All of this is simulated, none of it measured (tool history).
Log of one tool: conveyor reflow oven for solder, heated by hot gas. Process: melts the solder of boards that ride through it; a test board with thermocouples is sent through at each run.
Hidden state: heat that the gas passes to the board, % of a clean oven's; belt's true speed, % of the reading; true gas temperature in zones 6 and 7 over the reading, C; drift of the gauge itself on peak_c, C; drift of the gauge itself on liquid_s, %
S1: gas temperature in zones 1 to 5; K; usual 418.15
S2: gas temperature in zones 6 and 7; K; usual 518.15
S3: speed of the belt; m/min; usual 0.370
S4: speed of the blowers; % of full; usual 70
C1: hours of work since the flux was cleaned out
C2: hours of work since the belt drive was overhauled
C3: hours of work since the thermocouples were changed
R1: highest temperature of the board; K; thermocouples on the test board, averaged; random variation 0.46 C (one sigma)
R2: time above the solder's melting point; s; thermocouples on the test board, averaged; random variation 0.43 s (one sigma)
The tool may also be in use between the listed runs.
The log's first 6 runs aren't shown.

{"run": 7, "hour": 52.5, "S1": 418.15, "S2": 511.15, "S3": 0.37, "S4": 70, "C1": 142, "C2": 359, "C3": 109, "R1": 496.25, "R2": 81.8}
{"run": 8, "hour": 58.6, "S1": 418.15, "S2": 511.15, "S3": 0.37, "S4": 70, "C1": 147, "C2": 363, "C3": 114, "R1": 495.55, "R2": 81.7}
{"run": 9, "hour": 68.8, "S1": 418.15, "S2": 518.15, "S3": 0.346, "S4": 70, "C1": 154, "C2": 371, "C3": 121, "R1": 504.15, "R2": 94.9}
{"run": 10, "hour": 80.9, "S1": 418.15, "S2": 518.15, "S3": 0.346, "S4": 70, "C1": 163, "C2": 380, "C3": 130, "R1": 504.95, "R2": 94.1}
{"run": 11, "hour": 90.3, "S1": 418.15, "S2": 518.15, "S3": 0.346, "S4": 70, "C1": 170, "C2": 387, "C3": 137, "R1": 504.35, "R2": 94.3}
{"run": 12, "hour": 98.5, "S1": 418.15, "S2": 518.15, "S3": 0.346, "S4": 70, "C1": 176, "C2": 393, "C3": 143, "R1": 504.25, "R2": 94.5}
{"run": 13, "hour": 110.3, "S1": 418.15, "S2": 518.15, "S3": 0.346, "S4": 70, "C1": 185, "C2": 402, "C3": 152, "R1": 504.55, "R2": 94.2}
{"run": 14, "hour": 118.9, "S1": 418.15, "S2": 518.15, "S3": 0.346, "S4": 70, "C1": 191, "C2": 408, "C3": 158, "R1": 505.25, "R2": 93.4}
{"run": 15, "hour": 124.0, "S1": 418.15, "S2": 518.15, "S3": 0.346, "S4": 78, "C1": 195, "C2": 412, "C3": 162, "R1": 505.05, "R2": 94.7}
{"run": 16, "hour": 136.0, "S1": 408.15, "S2": 518.15, "S3": 0.346, "S4": 50, "C1": 204, "C2": 421, "C3": 171, "R1": 498.25, "R2": 83.0}
{"run": 17, "hour": 148.0, "S1": 408.15, "S2": 518.15, "S3": 0.346, "S4": 50, "C1": 213, "C2": 429, "C3": 179, "R1": 497.05, "R2": 83.7}
{"run": 18, "hour": 159.1, "S1": 418.15, "S2": 513.15, "S3": 0.37, "S4": 70, "C1": 221, "C2": 438, "C3": 188, "R1": 497.45, "R2": 83.1}
{"run": 19, "hour": 169.9, "S1": 407.15, "S2": 527.15, "S3": 0.33, "S4": 84, "C1": 229, "C2": 446, "C3": 196, "R1": 513.85, "R2": 101.1}
{"run": 20, "hour": 179.8, "S1": 407.15, "S2": 527.15, "S3": 0.33, "S4": 84, "C1": 236, "C2": 453, "C3": 203, "R1": 513.85, "R2": 101.8}
{"run": 21, "hour": 191.3, "S1": 426.15, "S2": 515.15, "S3": 0.423, "S4": 79, "C1": 245, "C2": 461, "C3": 211, "R1": 497.75, "R2": 75.9}
{"run": 22, "hour": 197.3, "S1": 426.15, "S2": 515.15, "S3": 0.311, "S4": 79, "C1": 249, "C2": 466, "C3": 216, "R1": 505.65, "R2": 110.7}
{"run": 23, "hour": 205.1, "S1": 422.15, "S2": 518.15, "S3": 0.384, "S4": 70, "C1": 255, "C2": 472, "C3": 222, "R1": 500.45, "R2": 83.8}
{"run": 24, "hour": 210.4, "S1": 422.15, "S2": 509.15, "S3": 0.341, "S4": 66, "C1": 259, "C2": 476, "C3": 226, "R1": 496.35, "R2": 91.2}
{"run": 25, "hour": 220.6, "S1": 423.15, "S2": 509.15, "S3": 0.341, "S4": 69, "C1": 266, "C2": 483, "C3": 233, "R1": 495.85, "R2": 92.3}
{"run": 26, "hour": 232.0, "S1": 418.15, "S2": 518.15, "S3": 0.352, "S4": 75, "C1": 275, "C2": 491, "C3": 241, "R1": 503.45, "R2": 92.8}
{"run": 27, "hour": 242.5, "S1": 416.15, "S2": 518.15, "S3": 0.37, "S4": 57, "C1": 283, "C2": 499, "C3": 249, "R1": 498.05, "R2": 82.0}
{"run": 28, "hour": 251.7, "S1": 416.15, "S2": 518.15, "S3": 0.383, "S4": 57, "C1": 289, "C2": 506, "C3": 256, "R1": 496.05, "R2": 77.7}
{"run": 29, "hour": 259.1, "S1": 403.15, "S2": 518.15, "S3": 0.383, "S4": 58, "C1": 295, "C2": 511, "C3": 261, "R1": 494.55, "R2": 69.9}
{"run": 30, "hour": 266.5, "S1": 418.15, "S2": 518.15, "S3": 0.347, "S4": 70, "C1": 300, "C2": 517, "C3": 267, "R1": 502.95, "R2": 92.9}

3 ways to go on from here, each from the tool as it stands after run 30. What would each give?
{"run": "A", "hour": 273.3, "S1": 432.15, "S2": 533.15, "S3": 0.347, "S4": 60, "C1": 305, "C2": 522, "C3": 272, "R1": "?", "R2": "?"}
{"run": "B", "hour": 273.3, "S1": 418.15, "S2": 512.15, "S3": 0.347, "S4": 54, "C1": 305, "C2": 522, "C3": 272, "R1": "?", "R2": "?"}
{"run": "C", "hour": 273.3, "S1": 429.15, "S2": 529.15, "S3": 0.347, "S4": 70, "C1": 305, "C2": 522, "C3": 272, "R1": "?", "R2": "?"}

run=A R1=516.65 R2=109.8
run=B R1=494.85 R2=85.6
run=C R1=514.05 R2=106.2
Without the tool's hidden state the same runs would have given:
run=A R1=519.15 R2=109.7
run=B R1=497.25 R2=87.6
run=C R1=516.75 R2=106.2
